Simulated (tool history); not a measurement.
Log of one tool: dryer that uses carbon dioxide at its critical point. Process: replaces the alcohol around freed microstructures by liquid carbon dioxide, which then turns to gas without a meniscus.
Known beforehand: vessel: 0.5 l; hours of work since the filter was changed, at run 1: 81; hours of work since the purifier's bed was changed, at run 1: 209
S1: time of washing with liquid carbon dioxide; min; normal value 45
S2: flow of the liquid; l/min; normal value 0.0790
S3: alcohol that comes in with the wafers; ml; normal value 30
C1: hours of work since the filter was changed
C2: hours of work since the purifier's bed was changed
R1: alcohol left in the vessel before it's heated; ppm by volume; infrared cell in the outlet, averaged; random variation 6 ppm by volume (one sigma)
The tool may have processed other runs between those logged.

run	day	S1	S2	S3	C1	C2	R1
1	0.000	45	0.0790	30	81	209	289
2	0.162	45	0.1163	30	83	211	62
3	0.471	53	0.0790	30	87	216	132
4	0.658	45	0.0790	30	90	218	279
5	1.046	45	0.0790	30	96	224	281
6	1.421	45	0.0790	30	101	229	293
7	1.712	45	0.0790	30	105	233	289
8	2.038	45	0.0790	30	110	238	291
9	2.333	45	0.0790	88	114	242	751
10	2.542	45	0.1009	88	117	245	205
11	2.712	45	0.1009	88	119	247	216
12	2.942	57	0.0668	28	123	251	207
13	3.200	38	0.1001	28	126	254	216
14	3.504	38	0.1001	28	131	259	213
15	3.662	71	0.1184	103	133	261	60
16	3.879	54	0.0542	103	136	264	2283
17	4.171	54	0.0542	103	140	268	2286
18	4.542	45	0.0544	64	145	274	3046
19	4.917	54	0.1076	55	151	279	76
20	5.296	54	0.1076	55	156	284	75
21	5.608	36	0.0790	30	161	289	833
22	5.792	71	0.1234	87	163	291	67

Branching from run 22: 3 alternative next runs. What would each branch give?
A	5.975	31	0.0737	51	166	294	?
B	5.975	48	0.0528	69	166	294	?
C	5.975	54	0.0527	87	166	294	?

run	R1
A	3093
B	2841
C	2208
With the hidden condition removed and each run's random variation left untouched, the same runs would have given:
run	R1
A	2702
B	2446
C	1861
